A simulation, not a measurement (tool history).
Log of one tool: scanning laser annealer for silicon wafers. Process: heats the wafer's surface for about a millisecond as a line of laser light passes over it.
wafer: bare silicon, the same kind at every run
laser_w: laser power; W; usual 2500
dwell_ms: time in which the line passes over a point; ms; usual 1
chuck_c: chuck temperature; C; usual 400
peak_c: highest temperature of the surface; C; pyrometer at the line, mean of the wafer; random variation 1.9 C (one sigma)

run	hour	laser_w	dwell_ms	chuck_c	peak_c
1	0	2500	1	400	1194
2	58.1	2500	1	400	1185
3	87.7	2500	1	400	1188
4	144.1	2500	1	400	1182
5	206.2	2500	1	400	1182
6	236.2	2500	1	400	1177
7	289.3	2500	1	400	1172
8	329.6	2500	1	400	1173
9	379.3	2500	1	400	1169
10	426.9	2500	0.97	400	1149
11	477.7	2500	1	372	1138
12	523.6	2500	1	400	1159
13	586.2	2157	1	400	1058
# hour 629.6: window over the wafer cleaned
14	644.4	2157	1	400	1088
15	686.3	2157	1	400	1084
16	726.3	2157	1	400	1084
17	761.7	2157	1	400	1082
18	814.5	2157	1	400	1082
19	863.3	2231	1	400	1103
20	892.4	2231	1	400	1096
21	937.7	2500	0.79	400	1072
22	994.4	2570	0.73	418	1075
23	1057.4	2570	0.73	418	1076
24	1105.9	2570	0.73	418	1073
25	1156.4	2716	0.97	418	1232
26	1216.5	2560	1.12	386	1216
27	1268.3	2500	1.07	400	1190
28	1298.7	2480	0.97	366	1104
29	1343.9	2480	0.79	407	1060
30	1370.3	2566	1.06	422	1218
# hour 1410.9: window over the wafer cleaned
31	1415	2605	0.78	401	1105
32	1471.7	2500	1	365	1149
33	1520.3	2500	1.02	386	1178
34	1547	2242	1	373	1075
35	1593.1	2242	1	373	1071
# hour 1616.9: optics aligned, line set to its width
36	1643	2507	1	399	1188
37	1682.6	2653	0.71	405	1088
38	1735.5	2653	0.71	405	1083
39	1771.7	2653	0.71	375	1047
40	1811.7	2379	0.79	438	1081
41	1874.6	2500	0.76	404	1061

4 ways to go on from here, each from the tool as it stands after run 41. What would each give?
A	1924.3	2500	0.93	400	?
B	1924.3	2376	1.24	431	?
C	1924.3	2309	1	398	?
D	1924.3	2500	0.76	421	?

run	peak_c
A	1136
B	1263
C	1111
D	1077
Without the tool's hidden state the same runs would have given:
run	peak_c
A	1166
B	1297
C	1140
D	1104

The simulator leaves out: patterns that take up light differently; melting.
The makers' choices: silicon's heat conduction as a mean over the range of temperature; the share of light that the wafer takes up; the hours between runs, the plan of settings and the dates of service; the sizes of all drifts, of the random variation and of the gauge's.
